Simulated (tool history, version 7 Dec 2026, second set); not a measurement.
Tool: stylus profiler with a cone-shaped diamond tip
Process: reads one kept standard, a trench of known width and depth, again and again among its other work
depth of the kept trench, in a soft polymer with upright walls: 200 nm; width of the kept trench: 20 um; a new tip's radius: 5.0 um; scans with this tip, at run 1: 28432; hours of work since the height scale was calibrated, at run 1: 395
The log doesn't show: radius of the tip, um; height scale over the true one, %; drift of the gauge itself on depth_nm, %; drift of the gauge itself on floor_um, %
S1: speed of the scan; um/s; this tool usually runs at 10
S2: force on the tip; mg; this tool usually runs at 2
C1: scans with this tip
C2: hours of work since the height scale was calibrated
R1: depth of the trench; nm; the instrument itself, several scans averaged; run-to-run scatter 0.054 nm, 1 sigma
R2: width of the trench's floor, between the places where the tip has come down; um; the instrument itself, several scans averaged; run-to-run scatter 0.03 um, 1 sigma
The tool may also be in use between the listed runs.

{"run": 1, "day": 0.0, "S1": 10, "S2": 2, "C1": 28432, "C2": 395, "R1": 202.64, "R2": 16.03}
{"run": 2, "day": 2.192, "S1": 10, "S2": 2, "C1": 28870, "C2": 436, "R1": 202.75, "R2": 15.99}
{"run": 3, "day": 5.875, "S1": 10, "S2": 2, "C1": 29607, "C2": 506, "R1": 202.51, "R2": 15.98}
{"run": 4, "day": 9.425, "S1": 10, "S2": 2, "C1": 30317, "C2": 572, "R1": 202.61, "R2": 15.88}
{"run": 5, "day": 12.225, "S1": 7, "S2": 2, "C1": 30877, "C2": 625, "R1": 202.54, "R2": 15.88}
{"run": 6, "day": 14.017, "S1": 10, "S2": 1.47, "C1": 31235, "C2": 659, "R1": 201.8, "R2": 15.9}
{"run": 7, "day": 17.196, "S1": 10, "S2": 1.47, "C1": 31872, "C2": 719, "R1": 201.79, "R2": 15.85}
{"run": 8, "day": 19.375, "S1": 10, "S2": 1.47, "C1": 32307, "C2": 760, "R1": 201.71, "R2": 15.85}
{"run": 9, "day": 21.029, "S1": 10, "S2": 2, "C1": 32638, "C2": 791, "R1": 202.24, "R2": 15.82}
{"day": 23.971, "done": "new tip fitted, height scale calibrated"}
{"run": 10, "day": 24.729, "S1": 10, "S2": 2, "C1": 151, "C2": 14, "R1": 203.03, "R2": 17.14}
{"run": 11, "day": 27.054, "S1": 10, "S2": 2, "C1": 616, "C2": 58, "R1": 202.95, "R2": 17.14}
{"run": 12, "day": 29.142, "S1": 10, "S2": 2, "C1": 1034, "C2": 97, "R1": 202.99, "R2": 17.1}
{"run": 13, "day": 30.842, "S1": 10, "S2": 2, "C1": 1374, "C2": 129, "R1": 202.87, "R2": 17.09}
{"run": 14, "day": 32.879, "S1": 10, "S2": 2, "C1": 1781, "C2": 168, "R1": 202.85, "R2": 17.04}
{"run": 15, "day": 35.908, "S1": 10, "S2": 2, "C1": 2387, "C2": 225, "R1": 202.88, "R2": 17.03}
{"run": 16, "day": 38.267, "S1": 10, "S2": 2, "C1": 2859, "C2": 269, "R1": 202.78, "R2": 16.96}
{"run": 17, "day": 40.758, "S1": 10, "S2": 2.05, "C1": 3357, "C2": 316, "R1": 202.92, "R2": 16.92}
{"run": 18, "day": 42.983, "S1": 10, "S2": 2.05, "C1": 3802, "C2": 358, "R1": 202.88, "R2": 16.98}
{"run": 19, "day": 45.367, "S1": 10, "S2": 2.05, "C1": 4279, "C2": 403, "R1": 202.73, "R2": 16.93}
{"run": 20, "day": 47.929, "S1": 10, "S2": 2.05, "C1": 4792, "C2": 451, "R1": 202.67, "R2": 16.94}
{"run": 21, "day": 50.412, "S1": 26, "S2": 2, "C1": 5289, "C2": 498, "R1": 202.57, "R2": 16.78}
{"run": 22, "day": 52.808, "S1": 26, "S2": 1.58, "C1": 5768, "C2": 543, "R1": 202.11, "R2": 16.74}

Estimate the outcome of run 23 from the log above:
{"run": 23, "day": 54.858, "S1": 26, "S2": 1.58, "C1": 6178, "C2": 582, "R1": "?", "R2": "?"}

{"run 23": {"R1": 202.03, "R2": 16.74}}
The same run, on a tool lacking any hidden state, would have yielded R1 202.5 nm, R2 17.05 um.
